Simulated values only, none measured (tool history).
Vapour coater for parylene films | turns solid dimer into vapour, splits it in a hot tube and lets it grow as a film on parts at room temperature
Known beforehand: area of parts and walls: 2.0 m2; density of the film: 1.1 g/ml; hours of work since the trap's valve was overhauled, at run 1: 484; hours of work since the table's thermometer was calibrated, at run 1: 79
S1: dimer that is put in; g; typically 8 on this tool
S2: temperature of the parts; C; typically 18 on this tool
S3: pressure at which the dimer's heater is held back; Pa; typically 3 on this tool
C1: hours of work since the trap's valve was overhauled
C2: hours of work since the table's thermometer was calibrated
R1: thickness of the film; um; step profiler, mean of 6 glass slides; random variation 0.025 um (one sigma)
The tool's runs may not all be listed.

run   hour  S1  S2    S3   C1   C2    R1
  1      0   8  18     3  484   79  2.92
  2     14   8  18     3  491   86  2.96
  3   25.4  12  18     3  497   92  4.47
  4   33.2   8  18  2.65  501   96  2.99
  5     47   8  18  2.65  508  103  3.03
  6   56.5  10  18     3  512  107  3.65
  7   67.8  10  18     3  518  113  3.65
  8   78.2  10  29     3  523  118   2.5
  9   88.3  10  29     3  528  123   2.5
 10  102.8  10  29     3  536  130  2.44
 11  111.7   8  18  2.76  540  135  2.99
     116.7  -- trap's valve overhauled
 12  129.1   8  18  2.76    6  141  3.28
 13  139.8   8  18     3   11  147  3.22
 14  146.5   8  18     3   15  150   3.2
 15  162.3   4  18     3   23  158  1.57
 16  173.6   4  18     3   28  164  1.62
 17  185.5   8  18     3   34  169  3.19
 18  198.4   8  18     3   41  176  3.22
 19  205.5   8  18     3   44  179  3.17
 20    214   8  18     3   48  184  3.21
 21  226.8   8  18     3   55  190  3.22
 22  238.6   8  18     3   61  196  3.18
 23  248.9   8  18     3   66  201  3.17
 24  261.3   8  18     3   72  207  3.15
 25  277.5   8  20     3   80  215  2.96
 26  287.3   8  20  9.73   85  220  2.26
 27  294.2   8  17  2.71   88  224  3.42
 28  309.6  10  18   3.4   96  231  3.87
 29  316.4  13  18   8.5   99  235  4.08
 30  324.5   7  16   8.5  103  239  2.36
 31  337.6  12  15  4.53  110  245  4.77
 32    352  12  15  4.53  117  252  4.78
 33  360.3   9  15  4.53  121  257  3.65
 34  371.6   9  15  4.53  127  262   3.6
 35  378.6   8  22  4.53  130  266  2.47
 36  392.2   8  22  4.53  137  272  2.49
 37  408.2   6  12  3.34  145  280  2.61
 38  421.5   8  18  5.12  152  287   2.8
 39  430.9   4  18  9.93  156  292  1.18
 40  446.5   4  18  9.93  164  299  1.21
 41  461.6   4  18  9.93  172  307   1.2
 42  476.6   4  18  9.93  179  314  1.17
 43  485.1   7  18  9.97  183  319  2.16
 44  491.6   9  20     3  187  322   3.3
 45  498.8   9  20     3  190  325   3.3

Results for each run, recomputed without the tool's hidden state and with each run's random variation untouched:
The hidden state here: vapour lost through the trap's worn valve, %; true temperature of the parts over the reading, C; drift of the gauge itself on film_um, %.
run    R1
  1  3.14
  2  3.19
  3  4.81
  4  3.22
  5  3.27
  6  3.94
  7  3.94
  8   2.7
  9  2.71
 10  2.64
 11  3.24
 12  3.25
 13  3.19
 14  3.17
 15  1.56
 16  1.61
 17  3.18
 18  3.21
 19  3.16
 20  3.19
 21  3.21
 22  3.17
 23  3.16
 24  3.15
 25  2.96
 26  2.26
 27  3.43
 28  3.88
 29  4.09
 30  2.36
 31  4.79
 32   4.8
 33  3.67
 34  3.62
 35  2.49
 36   2.5
 37  2.69
 38  2.83
 39  1.19
 40  1.22
 41  1.21
 42  1.19
 43  2.18
 44  3.34
 45  3.35

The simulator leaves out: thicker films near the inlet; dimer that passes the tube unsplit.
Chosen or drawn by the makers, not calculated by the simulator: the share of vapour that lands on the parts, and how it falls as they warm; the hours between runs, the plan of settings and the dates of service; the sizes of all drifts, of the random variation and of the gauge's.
